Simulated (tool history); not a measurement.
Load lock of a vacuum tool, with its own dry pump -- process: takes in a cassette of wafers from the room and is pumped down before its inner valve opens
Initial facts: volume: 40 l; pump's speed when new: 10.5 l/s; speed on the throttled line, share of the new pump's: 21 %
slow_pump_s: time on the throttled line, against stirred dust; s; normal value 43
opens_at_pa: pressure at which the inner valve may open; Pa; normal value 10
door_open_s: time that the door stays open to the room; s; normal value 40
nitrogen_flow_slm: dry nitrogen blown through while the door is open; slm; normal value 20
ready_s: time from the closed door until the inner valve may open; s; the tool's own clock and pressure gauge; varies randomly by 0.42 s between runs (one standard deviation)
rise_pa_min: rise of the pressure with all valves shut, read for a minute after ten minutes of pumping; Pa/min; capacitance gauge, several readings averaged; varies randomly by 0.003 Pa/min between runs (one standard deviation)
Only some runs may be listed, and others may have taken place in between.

run	day	slow_pump_s	opens_at_pa	door_open_s	nitrogen_flow_slm	incoming humidity of the room's air, %	ready_s	rise_pa_min
1	0.000	43	10	40	20	45.9	71.5	0.568
2	4.042	29	10	40	20	43.4	60.2	0.581
3	7.996	29	10	40	20	44.1	61.8	0.585
4	12.725	29	10	40	20	44.9	61.0	0.603
5	17.417	43	10	40	7	47.2	71.7	0.630
6	20.696	43	10	40	7	45.0	71.4	0.637
7	23.079	43	10	40	7	47.3	71.5	0.640
8	25.483	43	10	40	7	47.8	71.6	0.651
9	30.079	43	10	40	7	46.6	72.4	0.678
10	33.796	43	10	40	20	42.9	72.1	0.674
11	38.546	43	10	40	20	40.6	71.8	0.685
# day 42.288: door's seal changed, seat wiped
12	42.500	43	10	40	20	43.4	72.3	0.028
13	44.900	43	10	40	20	46.0	72.1	0.020
14	50.008	43	10	40	20	43.0	72.1	0.033
15	54.967	43	10	40	8	45.1	72.5	0.041
16	59.575	43	10	40	8	45.1	71.8	0.048
17	63.638	43	10	40	5	45.5	71.5	0.056
18	66.817	43	10	40	5	45.1	71.8	0.057
19	71.129	43	10	40	5	42.9	72.2	0.061
20	73.221	38	10	40	20	43.1	68.1	0.044
21	77.346	38	10	40	20	41.5	67.8	0.051
22	79.608	38	10	40	20	42.0	68.9	0.053
23	82.354	43	7	40	28	49.6	73.0	0.056
24	84.800	43	7	80	20	45.6	74.8	0.070
25	87.646	43	7	80	20	48.3	74.1	0.084
26	91.125	43	7	80	20	44.5	74.8	0.086
27	93.271	28	7	80	10	40.4	63.6	0.091
28	96.600	28	7	80	10	43.0	62.6	0.100
29	99.308	43	10	142	18	45.8	72.8	0.113
30	102.717	43	10	142	18	47.9	73.4	0.120
31	107.817	43	10	40	22	45.6	72.8	0.087
32	111.129	29	10	179	20	44.3	62.0	0.131
33	116.212	29	9	161	20	46.4	63.3	0.135
34	118.554	29	9	161	20	44.2	63.0	0.134
35	121.854	29	9	161	20	45.0	62.6	0.132
36	126.058	29	9	161	20	44.8	62.5	0.152
37	130.250	29	9	229	5	47.1	63.6	0.232

What if the next run were any one of these 3? Each begins from the tool's condition after run 37:
A	133.746	29	9	229	4	48.3	?	?
B	133.746	70	7	40	20	42.5	?	?
C	133.746	62	17	40	20	44.4	?	?

run	ready_s	rise_pa_min
A	63.3	0.261
B	94.7	0.127
C	84.9	0.126
With the hidden condition removed and each run's random variation left untouched, the same runs would have given:
run	ready_s	rise_pa_min
A	58.8	0.155
B	91.4	0.024
C	81.9	0.022

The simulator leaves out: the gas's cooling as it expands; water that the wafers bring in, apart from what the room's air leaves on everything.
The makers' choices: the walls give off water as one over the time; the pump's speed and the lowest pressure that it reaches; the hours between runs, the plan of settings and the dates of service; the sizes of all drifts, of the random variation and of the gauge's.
